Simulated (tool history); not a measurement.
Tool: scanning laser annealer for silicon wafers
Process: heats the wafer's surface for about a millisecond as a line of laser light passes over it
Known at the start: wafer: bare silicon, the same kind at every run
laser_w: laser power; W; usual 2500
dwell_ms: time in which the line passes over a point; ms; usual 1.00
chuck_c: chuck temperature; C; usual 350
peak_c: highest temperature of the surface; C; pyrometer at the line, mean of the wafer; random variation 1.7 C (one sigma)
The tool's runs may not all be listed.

{"run": 1, "hour": 0.0, "laser_w": 2500, "dwell_ms": 1.0, "chuck_c": 350, "peak_c": 1184}
{"run": 2, "hour": 30.3, "laser_w": 2219, "dwell_ms": 1.0, "chuck_c": 350, "peak_c": 1076}
{"run": 3, "hour": 52.9, "laser_w": 2500, "dwell_ms": 1.0, "chuck_c": 347, "peak_c": 1183}
{"run": 4, "hour": 83.2, "laser_w": 2500, "dwell_ms": 1.0, "chuck_c": 350, "peak_c": 1185}
{"run": 5, "hour": 119.0, "laser_w": 2500, "dwell_ms": 1.0, "chuck_c": 350, "peak_c": 1184}
{"run": 6, "hour": 139.1, "laser_w": 2434, "dwell_ms": 1.0, "chuck_c": 350, "peak_c": 1158}
{"run": 7, "hour": 165.2, "laser_w": 2434, "dwell_ms": 1.0, "chuck_c": 350, "peak_c": 1156}
{"run": 8, "hour": 191.3, "laser_w": 2500, "dwell_ms": 1.0, "chuck_c": 350, "peak_c": 1183}
{"run": 9, "hour": 231.8, "laser_w": 2170, "dwell_ms": 1.0, "chuck_c": 350, "peak_c": 1062}
{"run": 10, "hour": 256.5, "laser_w": 2170, "dwell_ms": 1.0, "chuck_c": 350, "peak_c": 1060}
{"run": 11, "hour": 274.2, "laser_w": 2170, "dwell_ms": 1.0, "chuck_c": 350, "peak_c": 1060}
{"run": 12, "hour": 292.7, "laser_w": 2170, "dwell_ms": 1.0, "chuck_c": 350, "peak_c": 1056}
{"run": 13, "hour": 313.8, "laser_w": 2170, "dwell_ms": 1.0, "chuck_c": 350, "peak_c": 1056}
{"run": 14, "hour": 355.4, "laser_w": 2170, "dwell_ms": 1.0, "chuck_c": 350, "peak_c": 1059}
{"run": 15, "hour": 390.0, "laser_w": 2170, "dwell_ms": 1.0, "chuck_c": 350, "peak_c": 1057}
{"run": 16, "hour": 431.6, "laser_w": 2170, "dwell_ms": 1.0, "chuck_c": 350, "peak_c": 1059}
{"run": 17, "hour": 456.0, "laser_w": 2500, "dwell_ms": 1.0, "chuck_c": 350, "peak_c": 1187}
{"run": 18, "hour": 475.3, "laser_w": 2500, "dwell_ms": 1.0, "chuck_c": 350, "peak_c": 1183}
{"run": 19, "hour": 506.9, "laser_w": 2500, "dwell_ms": 1.0, "chuck_c": 350, "peak_c": 1182}
{"run": 20, "hour": 543.9, "laser_w": 2500, "dwell_ms": 1.0, "chuck_c": 350, "peak_c": 1184}
{"run": 21, "hour": 585.9, "laser_w": 2500, "dwell_ms": 1.0, "chuck_c": 350, "peak_c": 1183}
{"run": 22, "hour": 620.0, "laser_w": 2500, "dwell_ms": 1.0, "chuck_c": 350, "peak_c": 1184}
{"hour": 636.4, "done": "optics aligned, line set to its width"}
{"run": 23, "hour": 647.0, "laser_w": 2232, "dwell_ms": 1.0, "chuck_c": 340, "peak_c": 1071}
{"run": 24, "hour": 676.4, "laser_w": 2232, "dwell_ms": 0.99, "chuck_c": 322, "peak_c": 1052}
{"run": 25, "hour": 714.1, "laser_w": 2500, "dwell_ms": 1.23, "chuck_c": 331, "peak_c": 1254}
{"run": 26, "hour": 747.9, "laser_w": 2210, "dwell_ms": 1.23, "chuck_c": 331, "peak_c": 1130}
{"run": 27, "hour": 783.5, "laser_w": 2666, "dwell_ms": 1.0, "chuck_c": 366, "peak_c": 1264}
{"run": 28, "hour": 817.6, "laser_w": 2666, "dwell_ms": 1.0, "chuck_c": 366, "peak_c": 1263}
{"hour": 839.4, "done": "window over the wafer cleaned"}
{"run": 29, "hour": 856.0, "laser_w": 2666, "dwell_ms": 1.0, "chuck_c": 366, "peak_c": 1261}
{"run": 30, "hour": 887.6, "laser_w": 2666, "dwell_ms": 1.0, "chuck_c": 366, "peak_c": 1265}
{"run": 31, "hour": 910.3, "laser_w": 2510, "dwell_ms": 1.06, "chuck_c": 340, "peak_c": 1201}
{"run": 32, "hour": 949.2, "laser_w": 2510, "dwell_ms": 1.06, "chuck_c": 387, "peak_c": 1247}
{"run": 33, "hour": 967.3, "laser_w": 2139, "dwell_ms": 0.73, "chuck_c": 387, "peak_c": 988}
{"run": 34, "hour": 998.7, "laser_w": 2398, "dwell_ms": 0.73, "chuck_c": 387, "peak_c": 1073}

Run 35 comes next. What will it give?
{"run": 35, "hour": 1037.3, "laser_w": 2464, "dwell_ms": 1.0, "chuck_c": 355, "peak_c": "?"}

{"run 35": {"peak_c": 1173}}
Without the tool's hidden state the same run would have given peak_c 1173 C.

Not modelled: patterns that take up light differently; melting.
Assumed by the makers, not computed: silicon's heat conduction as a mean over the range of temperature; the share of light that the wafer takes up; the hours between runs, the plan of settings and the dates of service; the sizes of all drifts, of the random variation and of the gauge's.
